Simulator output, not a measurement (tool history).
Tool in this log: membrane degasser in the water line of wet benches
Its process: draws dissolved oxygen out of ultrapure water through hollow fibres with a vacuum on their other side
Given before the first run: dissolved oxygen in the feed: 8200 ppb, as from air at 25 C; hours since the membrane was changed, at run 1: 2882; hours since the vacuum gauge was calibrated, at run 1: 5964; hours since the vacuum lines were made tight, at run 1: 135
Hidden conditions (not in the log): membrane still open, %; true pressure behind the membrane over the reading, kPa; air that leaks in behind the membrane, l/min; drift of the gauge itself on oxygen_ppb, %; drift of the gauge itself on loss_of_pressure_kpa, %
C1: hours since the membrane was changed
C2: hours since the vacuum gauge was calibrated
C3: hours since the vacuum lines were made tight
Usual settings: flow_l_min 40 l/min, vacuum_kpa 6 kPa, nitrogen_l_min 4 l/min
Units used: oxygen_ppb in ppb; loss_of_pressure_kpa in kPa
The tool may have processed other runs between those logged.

run 1 hour=0 | flow_l_min=40 vacuum_kpa=6 nitrogen_l_min=4 | C1=2882 C2=5964 C3=135 | oxygen_ppb=95.8 loss_of_pressure_kpa=65.01
run 2 hour=280 | flow_l_min=40 vacuum_kpa=5.58 nitrogen_l_min=4 | C1=3162 C2=6244 C3=415 | oxygen_ppb=85.3 loss_of_pressure_kpa=64.79
-- hour=575.9 vacuum gauge calibrated
run 3 hour=575.9 | flow_l_min=40 vacuum_kpa=5.58 nitrogen_l_min=3.09 | C1=3458 C2=0 C3=710 | oxygen_ppb=99.9 loss_of_pressure_kpa=65.35
run 4 hour=833.6 | flow_l_min=40 vacuum_kpa=5.58 nitrogen_l_min=3.09 | C1=3715 C2=258 C3=968 | oxygen_ppb=101.8 loss_of_pressure_kpa=65
run 5 hour=1071.2 | flow_l_min=40 vacuum_kpa=5.58 nitrogen_l_min=3.09 | C1=3953 C2=495 C3=1205 | oxygen_ppb=101.9 loss_of_pressure_kpa=64.97
run 6 hour=1270.8 | flow_l_min=40 vacuum_kpa=3.74 nitrogen_l_min=3.09 | C1=4152 C2=695 C3=1405 | oxygen_ppb=45.6 loss_of_pressure_kpa=64.92
run 7 hour=1555 | flow_l_min=40 vacuum_kpa=3.74 nitrogen_l_min=3.09 | C1=4437 C2=979 C3=1689 | oxygen_ppb=46.3 loss_of_pressure_kpa=65.22
run 8 hour=1860.1 | flow_l_min=40 vacuum_kpa=5.93 nitrogen_l_min=4 | C1=4742 C2=1284 C3=1994 | oxygen_ppb=93.1 loss_of_pressure_kpa=65.09
run 9 hour=2133.7 | flow_l_min=40 vacuum_kpa=5.35 nitrogen_l_min=4 | C1=5015 C2=1558 C3=2268 | oxygen_ppb=81.4 loss_of_pressure_kpa=65.46
run 10 hour=2283 | flow_l_min=40 vacuum_kpa=6 nitrogen_l_min=1.97 | C1=5165 C2=1707 C3=2417 | oxygen_ppb=153.2 loss_of_pressure_kpa=65.55
run 11 hour=2516.9 | flow_l_min=40 vacuum_kpa=6 nitrogen_l_min=4 | C1=5398 C2=1941 C3=2651 | oxygen_ppb=96 loss_of_pressure_kpa=65.8
run 12 hour=2828.3 | flow_l_min=40 vacuum_kpa=6 nitrogen_l_min=2.13 | C1=5710 C2=2252 C3=2962 | oxygen_ppb=147.6 loss_of_pressure_kpa=65.11
-- hour=2925.1 seals of the vacuum lines changed
run 13 hour=3044 | flow_l_min=40 vacuum_kpa=6.35 nitrogen_l_min=2.13 | C1=5924 C2=2466 C3=119 | oxygen_ppb=159.8 loss_of_pressure_kpa=65.47
run 14 hour=3364.9 | flow_l_min=40 vacuum_kpa=6 nitrogen_l_min=2.16 | C1=6245 C2=2787 C3=440 | oxygen_ppb=145.2 loss_of_pressure_kpa=64.75
run 15 hour=3505.9 | flow_l_min=40 vacuum_kpa=6 nitrogen_l_min=2.16 | C1=6386 C2=2928 C3=581 | oxygen_ppb=145.5 loss_of_pressure_kpa=64.94
run 16 hour=3689.4 | flow_l_min=40 vacuum_kpa=6 nitrogen_l_min=2.16 | C1=6569 C2=3111 C3=764 | oxygen_ppb=145.8 loss_of_pressure_kpa=65.22
run 17 hour=3841.6 | flow_l_min=58 vacuum_kpa=5.25 nitrogen_l_min=4 | C1=6721 C2=3264 C3=917 | oxygen_ppb=183.7 loss_of_pressure_kpa=95.2
run 18 hour=3988.2 | flow_l_min=31 vacuum_kpa=6 nitrogen_l_min=2.62 | C1=6868 C2=3410 C3=1063 | oxygen_ppb=84.5 loss_of_pressure_kpa=50.25
run 19 hour=4318.4 | flow_l_min=30 vacuum_kpa=6.68 nitrogen_l_min=4 | C1=7198 C2=3741 C3=1393 | oxygen_ppb=69.7 loss_of_pressure_kpa=48.81
run 20 hour=4594.9 | flow_l_min=30 vacuum_kpa=6.68 nitrogen_l_min=4 | C1=7475 C2=4017 C3=1670 | oxygen_ppb=70.6 loss_of_pressure_kpa=48.95
run 21 hour=4821.9 | flow_l_min=30 vacuum_kpa=6.68 nitrogen_l_min=4 | C1=7702 C2=4244 C3=1897 | oxygen_ppb=71.1 loss_of_pressure_kpa=48.99
run 22 hour=5004.7 | flow_l_min=32 vacuum_kpa=6.68 nitrogen_l_min=3.82 | C1=7884 C2=4427 C3=2080 | oxygen_ppb=81.4 loss_of_pressure_kpa=52.21
run 23 hour=5225.9 | flow_l_min=41 vacuum_kpa=10.36 nitrogen_l_min=7.92 | C1=8106 C2=4648 C3=2301 | oxygen_ppb=120.9 loss_of_pressure_kpa=66.9
run 24 hour=5427.4 | flow_l_min=29 vacuum_kpa=6.67 nitrogen_l_min=2.26 | C1=8307 C2=4849 C3=2502 | oxygen_ppb=106.2 loss_of_pressure_kpa=47.05
run 25 hour=5724.8 | flow_l_min=40 vacuum_kpa=6 nitrogen_l_min=1.61 | C1=8604 C2=5147 C3=2800 | oxygen_ppb=178.7 loss_of_pressure_kpa=65.28
run 26 hour=5963.9 | flow_l_min=40 vacuum_kpa=14.09 nitrogen_l_min=4 | C1=8844 C2=5386 C3=3039 | oxygen_ppb=280.7 loss_of_pressure_kpa=65.84
-- hour=5983.6 seals of the vacuum lines changed
run 27 hour=6231.7 | flow_l_min=40 vacuum_kpa=14.09 nitrogen_l_min=4 | C1=9109 C2=5652 C3=248 | oxygen_ppb=277.7 loss_of_pressure_kpa=65.32
run 28 hour=6460.4 | flow_l_min=40 vacuum_kpa=14.09 nitrogen_l_min=4 | C1=9338 C2=5881 C3=477 | oxygen_ppb=276.5 loss_of_pressure_kpa=64.82
run 29 hour=6606.4 | flow_l_min=40 vacuum_kpa=9.83 nitrogen_l_min=1.62 | C1=9484 C2=6026 C3=623 | oxygen_ppb=369.4 loss_of_pressure_kpa=65.03
-- hour=6724.7 membrane cartridge changed
run 30 hour=6826.3 | flow_l_min=36 vacuum_kpa=6 nitrogen_l_min=9.36 | C1=102 C2=6242 C3=839 | oxygen_ppb=46.4 loss_of_pressure_kpa=58.42
run 31 hour=6981 | flow_l_min=36 vacuum_kpa=6 nitrogen_l_min=9.36 | C1=256 C2=6397 C3=993 | oxygen_ppb=45 loss_of_pressure_kpa=58.56
-- hour=7120.9 vacuum gauge calibrated
run 32 hour=7198.6 | flow_l_min=60 vacuum_kpa=4.04 nitrogen_l_min=2.11 | C1=473 C2=78 C3=1211 | oxygen_ppb=179.4 loss_of_pressure_kpa=97.45

Across each entry between runs, compare the hidden state at the last listed run before it with the hidden state at the first listed run after it:
Run 2 -> run 3: vacuum gauge calibrated (hour 575.9)
  true pressure behind the membrane over the reading, kPa: 0.01 -> 0
Run 12 -> run 13: seals of the vacuum lines changed (hour 2925.1)
  air that leaks in behind the membrane, l/min: 0.0021 -> 0.002
Run 26 -> run 27: seals of the vacuum lines changed (hour 5983.6)
  air that leaks in behind the membrane, l/min: 0.0022 -> 0.002
Run 29 -> run 30: membrane cartridge changed (hour 6724.7)
  membrane still open, %: 99.9 -> 100; air that leaks in behind the membrane, l/min: 0.002 -> 0.0021
Run 31 -> run 32: vacuum gauge calibrated (hour 7120.9)
  true pressure behind the membrane over the reading, kPa: 0.01 -> 0

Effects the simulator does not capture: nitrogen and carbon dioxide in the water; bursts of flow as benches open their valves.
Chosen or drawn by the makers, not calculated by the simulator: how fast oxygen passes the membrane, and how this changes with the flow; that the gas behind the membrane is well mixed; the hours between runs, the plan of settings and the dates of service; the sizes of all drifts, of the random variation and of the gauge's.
